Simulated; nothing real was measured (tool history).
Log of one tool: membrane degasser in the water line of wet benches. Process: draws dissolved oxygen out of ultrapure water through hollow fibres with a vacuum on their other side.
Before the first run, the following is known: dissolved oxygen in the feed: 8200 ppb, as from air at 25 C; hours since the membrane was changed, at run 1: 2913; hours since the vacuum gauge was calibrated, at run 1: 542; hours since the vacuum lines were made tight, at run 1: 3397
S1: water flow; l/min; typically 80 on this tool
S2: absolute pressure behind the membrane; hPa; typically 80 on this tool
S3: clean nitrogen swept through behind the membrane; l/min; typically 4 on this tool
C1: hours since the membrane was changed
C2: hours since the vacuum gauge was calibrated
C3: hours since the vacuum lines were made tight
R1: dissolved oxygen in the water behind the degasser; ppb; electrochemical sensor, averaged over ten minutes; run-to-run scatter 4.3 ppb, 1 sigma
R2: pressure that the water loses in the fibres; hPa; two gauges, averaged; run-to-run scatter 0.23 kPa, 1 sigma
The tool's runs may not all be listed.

run 1 hour=0 | S1=80 S2=80 S3=4 | C1=2913 C2=542 C3=3397 | R1=425.3 R2=568.4
run 2 hour=158.4 | S1=80 S2=80 S3=4 | C1=3071 C2=700 C3=3555 | R1=423.8 R2=573.8
run 3 hour=310.3 | S1=65 S2=80 S3=4 | C1=3223 C2=852 C3=3707 | R1=292.8 R2=465.8
run 4 hour=510.1 | S1=65 S2=80 S3=4 | C1=3423 C2=1052 C3=3907 | R1=289.5 R2=468.7
run 5 hour=764.1 | S1=65 S2=80 S3=4 | C1=3677 C2=1306 C3=4161 | R1=296.6 R2=467.6
run 6 hour=1014.4 | S1=80 S2=80 S3=4 | C1=3927 C2=1556 C3=4411 | R1=427.7 R2=578.8
run 7 hour=1233 | S1=80 S2=80 S3=1.89 | C1=4146 C2=1775 C3=4630 | R1=594.5 R2=575
run 8 hour=1518.9 | S1=80 S2=80 S3=1.89 | C1=4432 C2=2061 C3=4916 | R1=605 R2=575
run 9 hour=1707.8 | S1=80 S2=80 S3=5.79 | C1=4621 C2=2250 C3=5105 | R1=369.9 R2=576.2
run 10 hour=1973.1 | S1=80 S2=80 S3=4 | C1=4886 C2=2515 C3=5370 | R1=419.7 R2=574.4
run 11 hour=2137.8 | S1=80 S2=80 S3=4 | C1=5051 C2=2680 C3=5535 | R1=426.3 R2=572.3
run 12 hour=2319.3 | S1=80 S2=80 S3=4 | C1=5232 C2=2861 C3=5716 | R1=430.2 R2=579.1
run 13 hour=2470.8 | S1=80 S2=80 S3=4 | C1=5384 C2=3013 C3=5868 | R1=423.7 R2=576
run 14 hour=2681.8 | S1=80 S2=80 S3=4 | C1=5595 C2=3224 C3=6079 | R1=427.3 R2=572.5
run 15 hour=2813.3 | S1=80 S2=80 S3=5.29 | C1=5726 C2=3355 C3=6210 | R1=384 R2=572.4
run 16 hour=3073.8 | S1=80 S2=80 S3=5.29 | C1=5987 C2=3616 C3=6471 | R1=387.1 R2=573.2
run 17 hour=3229.9 | S1=80 S2=73.9 S3=2.4 | C1=6143 C2=3772 C3=6627 | R1=503 R2=579.9
run 18 hour=3507 | S1=80 S2=73.9 S3=2.4 | C1=6420 C2=4049 C3=6904 | R1=501.7 R2=577.9
run 19 hour=3638.7 | S1=80 S2=73.9 S3=2.4 | C1=6552 C2=4180 C3=7036 | R1=489.5 R2=576.8
-- hour=3663.8 vacuum gauge calibrated
run 20 hour=3942.9 | S1=80 S2=73.9 S3=2.4 | C1=6855 C2=279 C3=7339 | R1=498.5 R2=575.8
run 21 hour=4084.9 | S1=80 S2=73.9 S3=2.4 | C1=6997 C2=421 C3=7481 | R1=500.9 R2=573.6
-- hour=4168.9 seals of the vacuum lines changed
run 22 hour=4315.6 | S1=80 S2=73.9 S3=2.4 | C1=7226 C2=650 C3=147 | R1=501.7 R2=578.4
run 23 hour=4613.3 | S1=86 S2=55.7 S3=2.4 | C1=7524 C2=948 C3=444 | R1=434.3 R2=618.2
run 24 hour=4830.5 | S1=86 S2=55.7 S3=2.4 | C1=7741 C2=1165 C3=662 | R1=438.1 R2=614.1
run 25 hour=5095.6 | S1=86 S2=55.7 S3=2.4 | C1=8006 C2=1430 C3=927 | R1=432.4 R2=622.1
run 26 hour=5232.7 | S1=58 S2=80 S3=2.67 | C1=8143 C2=1567 C3=1064 | R1=311 R2=418.2
run 27 hour=5517 | S1=98 S2=48.5 S3=2.49 | C1=8427 C2=1851 C3=1348 | R1=488.1 R2=706.9
run 28 hour=5730.2 | S1=98 S2=48.5 S3=2.49 | C1=8641 C2=2064 C3=1561 | R1=491.5 R2=703.2
run 29 hour=5880.6 | S1=98 S2=48.5 S3=2.49 | C1=8791 C2=2215 C3=1712 | R1=499.9 R2=707.4
run 30 hour=6164.2 | S1=113 S2=104.3 S3=2.77 | C1=9075 C2=2498 C3=1995 | R1=1007.3 R2=812.3
run 31 hour=6318.6 | S1=113 S2=104.3 S3=3.92 | C1=9229 C2=2653 C3=2150 | R1=873.4 R2=811.4
run 32 hour=6581.2 | S1=113 S2=104.3 S3=3.92 | C1=9492 C2=2915 C3=2412 | R1=891.8 R2=811.2

Entry by entry between the runs, the difference in hidden state between the last listed run before and the first listed run after:
Run 19 -> run 20: vacuum gauge calibrated (hour 3663.8)
  no hidden state differs between the two runs
Run 21 -> run 22: seals of the vacuum lines changed (hour 4168.9)
  air that leaks in behind the membrane, l/min: 0.0021 -> 0.002
